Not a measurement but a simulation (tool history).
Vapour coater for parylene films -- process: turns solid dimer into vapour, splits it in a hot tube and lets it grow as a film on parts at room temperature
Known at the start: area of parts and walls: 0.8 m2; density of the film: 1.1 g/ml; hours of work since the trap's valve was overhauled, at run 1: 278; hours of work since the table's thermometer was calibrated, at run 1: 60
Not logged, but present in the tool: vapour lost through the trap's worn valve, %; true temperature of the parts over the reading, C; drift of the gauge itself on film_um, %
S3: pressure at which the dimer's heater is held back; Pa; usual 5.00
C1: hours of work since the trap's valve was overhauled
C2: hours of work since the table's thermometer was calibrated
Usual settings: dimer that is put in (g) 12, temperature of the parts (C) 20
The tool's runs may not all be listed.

run 1 day=0.000 | dimer_that_is_put_in_(g)=12 temperature_of_the_parts_(C)=20 S3=5.00 | C1=278 C2=60 | thickness_of_the_film_(nm)=6980
run 2 day=0.458 | dimer_that_is_put_in_(g)=12 temperature_of_the_parts_(C)=20 S3=5.00 | C1=284 C2=65 | thickness_of_the_film_(nm)=6990
run 3 day=0.950 | dimer_that_is_put_in_(g)=12 temperature_of_the_parts_(C)=20 S3=5.00 | C1=289 C2=71 | thickness_of_the_film_(nm)=6920
run 4 day=1.838 | dimer_that_is_put_in_(g)=12 temperature_of_the_parts_(C)=20 S3=5.00 | C1=299 C2=81 | thickness_of_the_film_(nm)=6960
-- day=2.546 trap's valve overhauled
run 5 day=2.617 | dimer_that_is_put_in_(g)=12 temperature_of_the_parts_(C)=16 S3=5.00 | C1=1 C2=88 | thickness_of_the_film_(nm)=7430
run 6 day=3.525 | dimer_that_is_put_in_(g)=12 temperature_of_the_parts_(C)=16 S3=5.00 | C1=11 C2=99 | thickness_of_the_film_(nm)=7420
run 7 day=4.012 | dimer_that_is_put_in_(g)=12 temperature_of_the_parts_(C)=20 S3=5.00 | C1=17 C2=104 | thickness_of_the_film_(nm)=6680
run 8 day=4.633 | dimer_that_is_put_in_(g)=12 temperature_of_the_parts_(C)=20 S3=5.00 | C1=24 C2=111 | thickness_of_the_film_(nm)=6600
-- day=5.154 trap's valve overhauled, once more
run 9 day=5.758 | dimer_that_is_put_in_(g)=12 temperature_of_the_parts_(C)=20 S3=5.00 | C1=7 C2=122 | thickness_of_the_film_(nm)=7670
run 10 day=6.554 | dimer_that_is_put_in_(g)=12 temperature_of_the_parts_(C)=20 S3=5.00 | C1=16 C2=131 | thickness_of_the_film_(nm)=7720
run 11 day=7.412 | dimer_that_is_put_in_(g)=12 temperature_of_the_parts_(C)=20 S3=5.00 | C1=26 C2=141 | thickness_of_the_film_(nm)=7710
run 12 day=8.458 | dimer_that_is_put_in_(g)=12 temperature_of_the_parts_(C)=20 S3=5.00 | C1=38 C2=153 | thickness_of_the_film_(nm)=7730
run 13 day=8.958 | dimer_that_is_put_in_(g)=12 temperature_of_the_parts_(C)=20 S3=5.00 | C1=44 C2=159 | thickness_of_the_film_(nm)=7660
run 14 day=9.454 | dimer_that_is_put_in_(g)=12 temperature_of_the_parts_(C)=20 S3=5.00 | C1=49 C2=165 | thickness_of_the_film_(nm)=7730
run 15 day=10.142 | dimer_that_is_put_in_(g)=12 temperature_of_the_parts_(C)=16 S3=5.00 | C1=57 C2=173 | thickness_of_the_film_(nm)=8340
run 16 day=10.612 | dimer_that_is_put_in_(g)=12 temperature_of_the_parts_(C)=29 S3=5.00 | C1=63 C2=178 | thickness_of_the_film_(nm)=6160
run 17 day=11.667 | dimer_that_is_put_in_(g)=12 temperature_of_the_parts_(C)=20 S3=5.55 | C1=75 C2=190 | thickness_of_the_film_(nm)=7400
run 18 day=12.308 | dimer_that_is_put_in_(g)=12 temperature_of_the_parts_(C)=20 S3=5.55 | C1=82 C2=198 | thickness_of_the_film_(nm)=7340
run 19 day=13.329 | dimer_that_is_put_in_(g)=12 temperature_of_the_parts_(C)=20 S3=5.55 | C1=94 C2=209 | thickness_of_the_film_(nm)=7330
run 20 day=14.088 | dimer_that_is_put_in_(g)=12 temperature_of_the_parts_(C)=20 S3=5.55 | C1=103 C2=218 | thickness_of_the_film_(nm)=7200
run 21 day=15.012 | dimer_that_is_put_in_(g)=12 temperature_of_the_parts_(C)=20 S3=5.00 | C1=113 C2=229 | thickness_of_the_film_(nm)=7530
run 22 day=15.546 | dimer_that_is_put_in_(g)=12 temperature_of_the_parts_(C)=20 S3=5.00 | C1=119 C2=235 | thickness_of_the_film_(nm)=7470
run 23 day=16.050 | dimer_that_is_put_in_(g)=12 temperature_of_the_parts_(C)=20 S3=2.06 | C1=125 C2=240 | thickness_of_the_film_(nm)=9070
run 24 day=16.542 | dimer_that_is_put_in_(g)=18 temperature_of_the_parts_(C)=20 S3=6.22 | C1=131 C2=246 | thickness_of_the_film_(nm)=10560
run 25 day=17.604 | dimer_that_is_put_in_(g)=6 temperature_of_the_parts_(C)=16 S3=5.00 | C1=143 C2=258 | thickness_of_the_film_(nm)=4040
run 26 day=18.529 | dimer_that_is_put_in_(g)=6 temperature_of_the_parts_(C)=16 S3=5.00 | C1=154 C2=269 | thickness_of_the_film_(nm)=4030
run 27 day=19.275 | dimer_that_is_put_in_(g)=14 temperature_of_the_parts_(C)=17 S3=8.86 | C1=162 C2=278 | thickness_of_the_film_(nm)=8060
run 28 day=19.892 | dimer_that_is_put_in_(g)=10 temperature_of_the_parts_(C)=32 S3=8.86 | C1=169 C2=285 | thickness_of_the_film_(nm)=4000
run 29 day=20.592 | dimer_that_is_put_in_(g)=10 temperature_of_the_parts_(C)=32 S3=8.86 | C1=177 C2=293 | thickness_of_the_film_(nm)=3950
run 30 day=21.588 | dimer_that_is_put_in_(g)=12 temperature_of_the_parts_(C)=19 S3=3.42 | C1=189 C2=304 | thickness_of_the_film_(nm)=8030
run 31 day=22.067 | dimer_that_is_put_in_(g)=7 temperature_of_the_parts_(C)=21 S3=2.90 | C1=194 C2=310 | thickness_of_the_film_(nm)=4660
run 32 day=23.021 | dimer_that_is_put_in_(g)=7 temperature_of_the_parts_(C)=21 S3=2.90 | C1=205 C2=321 | thickness_of_the_film_(nm)=4720
run 33 day=23.508 | dimer_that_is_put_in_(g)=10 temperature_of_the_parts_(C)=21 S3=2.90 | C1=211 C2=326 | thickness_of_the_film_(nm)=6640
run 34 day=24.121 | dimer_that_is_put_in_(g)=10 temperature_of_the_parts_(C)=21 S3=2.90 | C1=218 C2=333 | thickness_of_the_film_(nm)=6650
run 35 day=25.004 | dimer_that_is_put_in_(g)=21 temperature_of_the_parts_(C)=27 S3=6.03 | C1=228 C2=343 | thickness_of_the_film_(nm)=10020
run 36 day=25.508 | dimer_that_is_put_in_(g)=21 temperature_of_the_parts_(C)=27 S3=6.03 | C1=234 C2=349 | thickness_of_the_film_(nm)=10140
run 37 day=26.133 | dimer_that_is_put_in_(g)=9 temperature_of_the_parts_(C)=13 S3=6.54 | C1=241 C2=356 | thickness_of_the_film_(nm)=5840
run 38 day=26.854 | dimer_that_is_put_in_(g)=6 temperature_of_the_parts_(C)=15 S3=5.00 | C1=249 C2=365 | thickness_of_the_film_(nm)=4040
run 39 day=27.808 | dimer_that_is_put_in_(g)=11 temperature_of_the_parts_(C)=27 S3=11.97 | C1=260 C2=376 | thickness_of_the_film_(nm)=4410
run 40 day=28.583 | dimer_that_is_put_in_(g)=12 temperature_of_the_parts_(C)=15 S3=4.49 | C1=269 C2=384 | thickness_of_the_film_(nm)=8190
run 41 day=29.258 | dimer_that_is_put_in_(g)=12 temperature_of_the_parts_(C)=15 S3=4.49 | C1=277 C2=392 | thickness_of_the_film_(nm)=8150
run 42 day=30.050 | dimer_that_is_put_in_(g)=6 temperature_of_the_parts_(C)=18 S3=5.00 | C1=286 C2=401 | thickness_of_the_film_(nm)=3640
run 43 day=30.829 | dimer_that_is_put_in_(g)=6 temperature_of_the_parts_(C)=18 S3=5.00 | C1=295 C2=410 | thickness_of_the_film_(nm)=3640
run 44 day=31.271 | dimer_that_is_put_in_(g)=6 temperature_of_the_parts_(C)=13 S3=8.01 | C1=300 C2=415 | thickness_of_the_film_(nm)=3640
-- day=31.921 trap's valve overhauled
run 45 day=31.921 | dimer_that_is_put_in_(g)=18 temperature_of_the_parts_(C)=17 S3=7.23 | C1=0 C2=421 | thickness_of_the_film_(nm)=11320
run 46 day=32.712 | dimer_that_is_put_in_(g)=14 temperature_of_the_parts_(C)=19 S3=2.39 | C1=9 C2=430 | thickness_of_the_film_(nm)=11160

Forecast each of these 5 alternatives for the next run:
run A day=33.562 | dimer_that_is_put_in_(g)=7 temperature_of_the_parts_(C)=14 S3=6.42 | C1=19 C2=440 | thickness_of_the_film_(nm)=?
run B day=33.562 | dimer_that_is_put_in_(g)=12 temperature_of_the_parts_(C)=19 S3=5.00 | C1=19 C2=440 | thickness_of_the_film_(nm)=?
run C day=33.562 | dimer_that_is_put_in_(g)=22 temperature_of_the_parts_(C)=28 S3=2.57 | C1=19 C2=440 | thickness_of_the_film_(nm)=?
run D day=33.562 | dimer_that_is_put_in_(g)=14 temperature_of_the_parts_(C)=19 S3=2.39 | C1=19 C2=440 | thickness_of_the_film_(nm)=?
run E day=33.562 | dimer_that_is_put_in_(g)=12 temperature_of_the_parts_(C)=20 S3=11.90 | C1=19 C2=440 | thickness_of_the_film_(nm)=?

run=A thickness_of_the_film_(nm)=4860
run=B thickness_of_the_film_(nm)=7800
run=C thickness_of_the_film_(nm)=13850
run=D thickness_of_the_film_(nm)=11010
run=E thickness_of_the_film_(nm)=6300
Had the tool no hidden state, the same runs would have come out as:
run=A thickness_of_the_film_(nm)=4920
run=B thickness_of_the_film_(nm)=7900
run=C thickness_of_the_film_(nm)=14020
run=D thickness_of_the_film_(nm)=11150
run=E thickness_of_the_film_(nm)=6380
